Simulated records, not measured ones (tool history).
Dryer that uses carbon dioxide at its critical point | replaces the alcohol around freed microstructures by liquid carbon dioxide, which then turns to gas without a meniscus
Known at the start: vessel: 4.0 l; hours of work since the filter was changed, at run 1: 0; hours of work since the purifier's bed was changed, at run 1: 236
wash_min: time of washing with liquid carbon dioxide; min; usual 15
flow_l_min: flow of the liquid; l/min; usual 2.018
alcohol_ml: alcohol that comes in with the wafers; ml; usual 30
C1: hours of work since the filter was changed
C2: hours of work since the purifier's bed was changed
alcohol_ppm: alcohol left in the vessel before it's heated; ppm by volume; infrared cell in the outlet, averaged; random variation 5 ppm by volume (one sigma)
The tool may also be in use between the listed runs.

Run 1, hour 0.0: usual settings; C1 0; C2 236. Result: alcohol_ppm 46 ppm by volume.
Run 2, hour 13.3: usual settings; C1 8; C2 244. Result: alcohol_ppm 50 ppm by volume.
Run 3, hour 31.9: usual settings but wash_min 9 min; C1 19; C2 255. Result: alcohol_ppm 193 ppm by volume.
Run 4, hour 56.1: usual settings; C1 34; C2 270. Result: alcohol_ppm 60 ppm by volume.
Run 5, hour 71.9: usual settings but alcohol_ml 56 ml; C1 43; C2 279. Result: alcohol_ppm 75 ppm by volume.
Run 6, hour 88.5: usual settings; C1 53; C2 289. Result: alcohol_ppm 59 ppm by volume.
Run 7, hour 102.0: usual settings; C1 61; C2 297. Result: alcohol_ppm 58 ppm by volume.
Run 8, hour 127.9: usual settings but wash_min 16 min, flow_l_min 1.540 l/min, alcohol_ml 45 ml; C1 77; C2 313. Result: alcohol_ppm 137 ppm by volume.
Run 9, hour 152.2: usual settings but wash_min 20 min, flow_l_min 1.410 l/min, alcohol_ml 69 ml; C1 92; C2 328. Result: alcohol_ppm 128 ppm by volume.
Run 10, hour 176.1: usual settings but wash_min 18 min, alcohol_ml 23 ml; C1 106; C2 342. Result: alcohol_ppm 54 ppm by volume.
Run 11, hour 199.0: usual settings but wash_min 18 min, alcohol_ml 23 ml; C1 120; C2 356. Result: alcohol_ppm 55 ppm by volume.

Forecast each of these 5 alternatives for the next run:
Run A, hour 225.3: usual settings but wash_min 22 min, alcohol_ml 118 ml; C1 136; C2 372. Result: alcohol_ppm ?.
Run B, hour 225.3: usual settings but wash_min 17 min, flow_l_min 2.040 l/min, alcohol_ml 33 ml; C1 136; C2 372. Result: alcohol_ppm ?.
Run C, hour 225.3: usual settings but wash_min 24 min, flow_l_min 2.420 l/min, alcohol_ml 27 ml; C1 136; C2 372. Result: alcohol_ppm ?.
Run D, hour 225.3: usual settings but wash_min 13 min, alcohol_ml 23 ml; C1 136; C2 372. Result: alcohol_ppm ?.
Run E, hour 225.3: usual settings but wash_min 13 min, flow_l_min 1.460 l/min, alcohol_ml 85 ml; C1 136; C2 372. Result: alcohol_ppm ?.

run  alcohol_ppm
  A           61
  B           68
  C           44
  D           90
  E          708
Without the tool's hidden state the same runs would have given:
run  alcohol_ppm
  A           11
  B           11
  C            0
  D           19
  E          367
